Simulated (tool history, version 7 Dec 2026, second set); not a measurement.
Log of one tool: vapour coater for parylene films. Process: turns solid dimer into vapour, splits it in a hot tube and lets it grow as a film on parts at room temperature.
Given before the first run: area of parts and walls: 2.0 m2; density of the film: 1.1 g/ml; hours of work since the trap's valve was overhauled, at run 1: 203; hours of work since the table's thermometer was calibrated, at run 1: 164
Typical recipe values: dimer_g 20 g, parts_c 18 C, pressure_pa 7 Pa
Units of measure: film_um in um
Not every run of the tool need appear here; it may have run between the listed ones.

run	hour	dimer_g	parts_c	pressure_pa	hours of work since the trap's valve was overhauled	hours of work since the table's thermometer was calibrated	film_um
1	0	20	18	7	203	164	3.81
# hour 36.3: trap's valve overhauled
2	36.3	20	18	7	0	179	3.46
3	58.5	20	18	7	10	188	3.38
4	81.7	20	18	7	20	199	3.42
# hour 101.7: trap's valve overhauled, once more
5	116.2	20	18	7	6	212	4.39
6	131.7	20	18	7	13	219	4.35
7	152.3	20	18	7	23	229	4.29
8	172.8	20	18	7	32	238	4.31
9	193.4	20	18	7	41	247	4.21
10	218.4	20	18	7	52	258	4.15
11	238.7	20	18	7	61	267	4.2
12	268.9	20	18	7	75	281	4.1
13	284.5	20	18	7	82	288	4.15
14	312.1	20	18	7	94	300	4.12
15	333.5	20	18	7	103	309	4.02
16	347.2	20	18	7	110	315	4.1
17	364.9	20	18	7	117	323	4.04
18	393.2	20	21	7	130	336	3.68
19	412.3	20	21	7	139	345	3.71
20	434.5	20	21	7	148	354	3.57
21	467	20	21	7	163	369	3.6
22	480.9	20	21	7	169	375	3.57
23	505	20	21	7	180	386	3.59
24	535.7	20	21	3.54	194	400	3.71
25	550.8	20	28	10.73	200	406	2.9
26	582.3	20	28	10.73	214	420	2.81
# hour 594.5: trap's valve overhauled
27	602.7	20	28	10.73	4	428	3.25
28	632	16	28	8.34	17	441	2.6
29	663.8	13	13	8.34	31	455	3.04
30	691.1	20	14	10	43	467	4.53
31	720.9	33	14	10	56	480	7.34
32	738.4	33	14	10	64	488	7.23
33	765.3	33	14	10	76	500	7.26
34	795	33	11	3.48	89	514	8.39
35	827.5	33	11	3.48	104	528	8.22
36	848.9	27	13	2.77	113	538	6.51
37	877.7	27	13	2.77	126	550	6.43
38	907.7	27	13	2.77	140	564	6.39
39	937.9	10	13	7.03	153	577	2.2
40	969.2	10	13	7.03	167	591	2.1
41	1001.4	12	27	4.9	182	606	1.86
42	1015.4	12	12	2.92	188	612	2.87
43	1037.5	31	18	3.77	198	622	6.07
44	1051.3	31	12	3.77	204	628	7.02
45	1075.6	31	12	3.77	215	639	6.95
# hour 1087.6: trap's valve overhauled
46	1092.9	20	11	2.43	2	645	5.55

Branching from run 46: 3 alternative next runs. What would each branch give?
A	1118.6	12	21	9.87	14	656	?
B	1118.6	20	11	7.95	14	656	?
C	1118.6	18	18	3.55	14	656	?

run	film_um
A	2.3
B	5
C	4.07
Without the tool's unlogged condition, the same runs would have read:
run	film_um
A	2.36
B	5.13
C	4.17

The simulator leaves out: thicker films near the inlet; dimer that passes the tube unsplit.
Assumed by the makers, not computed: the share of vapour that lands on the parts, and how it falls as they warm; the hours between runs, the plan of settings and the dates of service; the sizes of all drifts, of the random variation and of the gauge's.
